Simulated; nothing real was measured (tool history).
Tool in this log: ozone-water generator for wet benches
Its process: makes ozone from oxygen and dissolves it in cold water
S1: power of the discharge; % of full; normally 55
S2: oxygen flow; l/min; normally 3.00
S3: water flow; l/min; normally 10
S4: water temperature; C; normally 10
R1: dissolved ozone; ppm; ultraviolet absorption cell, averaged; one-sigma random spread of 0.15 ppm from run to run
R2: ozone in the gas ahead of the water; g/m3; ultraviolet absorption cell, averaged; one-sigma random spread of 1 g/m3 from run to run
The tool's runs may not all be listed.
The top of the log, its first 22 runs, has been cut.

run,hour,S1,S2,S3,S4,R1,R2
23,2998.4,51,3.00,12,10,15.7,166.1
24,3150.4,51,3.00,12,10,15.5,166.0
25,3240.3,55,2.73,11,16,16.7,183.1
26,3392.9,55,2.73,11,16,16.5,182.6
27,3475.9,55,2.73,11,16,16.6,183.0
28,3661.2,62,2.93,10,10,21.0,185.0
29,3782.5,60,4.61,9,7,22.7,137.1
30,3913.9,60,4.61,8,10,23.9,137.9
31,4023.9,79,2.71,13,8,18.1,221.1
32,4129.7,79,2.71,13,8,18.2,226.0
33,4323.1,79,2.71,13,8,18.0,222.4
34,4498.4,47,1.81,13,8,13.4,219.8

3 ways to go on from here, each from the tool as it stands after run 34. What would each give?
A,4670.8,55,3.00,10,9,?,?
B,4670.8,55,3.61,10,10,?,?
C,4670.8,68,1.81,15,8,?,?

run,R1,R2
A,19.8,173.8
B,19.3,153.6
C,13.6,265.0
Without the tool's hidden state the same runs would have given:
run,R1,R2
A,19.9,174.2
B,19.4,153.9
C,13.6,265.6
